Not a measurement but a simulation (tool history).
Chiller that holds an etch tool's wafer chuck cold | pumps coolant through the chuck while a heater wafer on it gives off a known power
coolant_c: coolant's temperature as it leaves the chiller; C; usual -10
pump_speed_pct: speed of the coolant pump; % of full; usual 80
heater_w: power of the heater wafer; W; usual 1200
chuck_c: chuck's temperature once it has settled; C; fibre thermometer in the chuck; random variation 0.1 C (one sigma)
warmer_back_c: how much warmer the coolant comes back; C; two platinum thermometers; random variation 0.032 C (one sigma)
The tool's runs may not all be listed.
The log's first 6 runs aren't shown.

run     day  coolant_c  pump_speed_pct  heater_w  hours since the coolant was changed and the channels were flushed  hours since the pump was overhauled  hours since the chiller's thermometer was calibrated  chuck_c  warmer_back_c
  7  17.225        -17              80      1200                                                               1272                                 1168                                                  3453     -6.3           3.41
  8  20.971        -10              80      1200                                                               1362                                 1258                                                  3543      0.8           3.28
  9  24.396        -10              80       945                                                               1444                                 1340                                                  3625     -1.5           2.62
 10  26.575        -10              80       945                                                               1497                                 1392                                                  3677     -1.6           2.61
 11  29.579        -10              80       945                                                               1569                                 1464                                                  3749     -1.4           2.62
 12  33.492        -10              80       945                                                               1663                                 1558                                                  3843     -1.5           2.60
 13  35.617        -10              80       945                                                               1714                                 1609                                                  3894     -1.5           2.63
 14  37.908        -10              80       945                                                               1769                                 1664                                                  3949     -1.3           2.62
 15  40.350        -10              80       945                                                               1827                                 1723                                                  4008     -1.5           2.65
 16  43.796        -10              80       945                                                               1910                                 1806                                                  4091     -1.5           2.65
 17  45.600        -10              80       945                                                               1953                                 1849                                                  4134     -1.6           2.65
 18  49.254        -20              76       610                                                               2041                                 1937                                                  4222    -14.5           1.74
 19  51.929        -10              89       748                                                               2105                                 2001                                                  4286     -3.7           1.83
 20  54.738         -5              71      1200                                                               2172                                 2068                                                  4353      6.8           3.86
 21  57.500         -5              64       782                                                               2239                                 2135                                                  4420      3.3           2.79
 22  60.179         -5              64       782                                                               2303                                 2199                                                  4484      3.2           2.80
 23  63.125        -10              86       734                                                               2374                                 2270                                                  4555     -3.7           1.92
 24  65.250        -10              86       734                                                               2425                                 2321                                                  4606     -3.8           1.89
 25  68.908        -10              86       734                                                               2513                                 2408                                                  4693     -3.9           1.89
 26  70.800         -9              71       812                                                               2558                                 2454                                                  4739     -1.0           2.57
 27  74.717         -4              80      1200                                                               2652                                 2548                                                  4833      6.9           3.35
 28  78.075         -4              80      1200                                                               2733                                 2628                                                  4913      6.9           3.33
 29  81.312        -15              74      1200                                                               2810                                 2706                                                  4991     -3.6           3.64
 30  83.617        -10              76       682                                                               2866                                 2761                                                  5046     -3.8           2.01
 31  86.075         -7              71       680                                                               2925                                 2820                                                  5105     -0.1           2.13

4 ways to go on from here, each from the tool as it stands after run 31. What would each give?
  A  88.979         -7              68      1262                                                               2994                                 2890                                                  5175        ?              ?
  B  88.979         -1              76      1056                                                               2994                                 2890                                                  5175        ?              ?
  C  88.979        -10              80      1482                                                               2994                                 2890                                                  5175        ?              ?
  D  88.979         -2              71       719                                                               2994                                 2890                                                  5175        ?              ?

run  chuck_c  warmer_back_c
  A      5.8           4.20
  B      8.7           3.15
  C      3.3           4.15
  D      5.1           2.35
Without the tool's hidden state the same runs would have given:
run  chuck_c  warmer_back_c
  A      5.7           4.20
  B      8.6           3.15
  C      3.3           4.14
  D      5.1           2.34

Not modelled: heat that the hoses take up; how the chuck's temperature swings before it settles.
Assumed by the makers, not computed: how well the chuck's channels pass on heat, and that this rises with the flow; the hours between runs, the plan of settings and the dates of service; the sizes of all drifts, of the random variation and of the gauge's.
